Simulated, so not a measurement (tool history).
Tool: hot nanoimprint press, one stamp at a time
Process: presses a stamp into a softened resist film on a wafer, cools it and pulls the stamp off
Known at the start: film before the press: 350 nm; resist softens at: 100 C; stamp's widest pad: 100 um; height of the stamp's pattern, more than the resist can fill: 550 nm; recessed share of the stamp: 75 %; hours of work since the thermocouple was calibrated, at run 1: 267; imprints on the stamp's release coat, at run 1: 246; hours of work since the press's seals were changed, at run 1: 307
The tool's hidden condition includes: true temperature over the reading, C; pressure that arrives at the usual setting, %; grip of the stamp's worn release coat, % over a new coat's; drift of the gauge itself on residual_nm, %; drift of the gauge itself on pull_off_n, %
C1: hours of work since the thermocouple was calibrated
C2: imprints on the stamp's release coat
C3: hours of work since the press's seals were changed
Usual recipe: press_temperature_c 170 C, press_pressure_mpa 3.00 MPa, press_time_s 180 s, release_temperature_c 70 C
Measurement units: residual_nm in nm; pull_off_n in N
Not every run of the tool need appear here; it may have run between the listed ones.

{"run": 1, "day": 0.0, "press_temperature_c": 170, "press_pressure_mpa": 3.0, "press_time_s": 180, "release_temperature_c": 70, "C1": 267, "C2": 246, "C3": 307, "residual_nm": 168.4, "pull_off_n": 183}
{"run": 2, "day": 0.429, "press_temperature_c": 170, "press_pressure_mpa": 3.0, "press_time_s": 180, "release_temperature_c": 70, "C1": 272, "C2": 277, "C3": 312, "residual_nm": 167.5, "pull_off_n": 180}
{"run": 3, "day": 0.833, "press_temperature_c": 170, "press_pressure_mpa": 3.0, "press_time_s": 180, "release_temperature_c": 70, "C1": 277, "C2": 306, "C3": 317, "residual_nm": 168.7, "pull_off_n": 186}
{"run": 4, "day": 1.283, "press_temperature_c": 170, "press_pressure_mpa": 3.0, "press_time_s": 135, "release_temperature_c": 70, "C1": 283, "C2": 339, "C3": 322, "residual_nm": 186.0, "pull_off_n": 191}
{"run": 5, "day": 1.75, "press_temperature_c": 170, "press_pressure_mpa": 3.0, "press_time_s": 135, "release_temperature_c": 70, "C1": 289, "C2": 373, "C3": 328, "residual_nm": 185.3, "pull_off_n": 192}
{"run": 6, "day": 2.175, "press_temperature_c": 170, "press_pressure_mpa": 3.0, "press_time_s": 180, "release_temperature_c": 70, "C1": 294, "C2": 404, "C3": 333, "residual_nm": 168.2, "pull_off_n": 188}
{"run": 7, "day": 2.492, "press_temperature_c": 170, "press_pressure_mpa": 3.0, "press_time_s": 180, "release_temperature_c": 70, "C1": 298, "C2": 427, "C3": 337, "residual_nm": 168.0, "pull_off_n": 197}
{"run": 8, "day": 3.0, "press_temperature_c": 170, "press_pressure_mpa": 3.0, "press_time_s": 180, "release_temperature_c": 70, "C1": 304, "C2": 464, "C3": 344, "residual_nm": 167.4, "pull_off_n": 189}
{"run": 9, "day": 3.408, "press_temperature_c": 176, "press_pressure_mpa": 2.59, "press_time_s": 180, "release_temperature_c": 70, "C1": 309, "C2": 493, "C3": 349, "residual_nm": 145.4, "pull_off_n": 201}
{"run": 10, "day": 3.688, "press_temperature_c": 176, "press_pressure_mpa": 2.59, "press_time_s": 180, "release_temperature_c": 70, "C1": 313, "C2": 514, "C3": 352, "residual_nm": 144.8, "pull_off_n": 200}
{"run": 11, "day": 4.229, "press_temperature_c": 177, "press_pressure_mpa": 2.59, "press_time_s": 187, "release_temperature_c": 70, "C1": 319, "C2": 553, "C3": 359, "residual_nm": 140.4, "pull_off_n": 206}
{"day": 4.9, "done": "stamp cleaned and given a new release coat"}
{"run": 12, "day": 5.117, "press_temperature_c": 180, "press_pressure_mpa": 1.88, "press_time_s": 187, "release_temperature_c": 70, "C1": 327, "C2": 15, "C3": 367, "residual_nm": 145.5, "pull_off_n": 164}
{"run": 13, "day": 5.646, "press_temperature_c": 180, "press_pressure_mpa": 1.88, "press_time_s": 187, "release_temperature_c": 70, "C1": 334, "C2": 54, "C3": 373, "residual_nm": 145.9, "pull_off_n": 169}
{"run": 14, "day": 5.954, "press_temperature_c": 171, "press_pressure_mpa": 2.34, "press_time_s": 92, "release_temperature_c": 61, "C1": 337, "C2": 76, "C3": 377, "residual_nm": 222.7, "pull_off_n": 198}
{"run": 15, "day": 6.321, "press_temperature_c": 171, "press_pressure_mpa": 2.34, "press_time_s": 92, "release_temperature_c": 61, "C1": 342, "C2": 102, "C3": 381, "residual_nm": 219.2, "pull_off_n": 203}

Hidden condition of the tool, last listed run before each entry between runs versus first listed run after:
After run 11, before run 12: stamp cleaned and given a new release coat (day 4.900)
  true temperature over the reading, C: 1.49 -> 1.53; pressure that arrives at the usual setting, %: 97.98 -> 97.94; grip of the stamp's worn release coat, % over a new coat's: 21.1 -> 0.6
  what was measured, less what the result would be without the hidden state, residual_nm: -6.0 -> -6.5 nm; pull_off_n: +31 -> -4 N
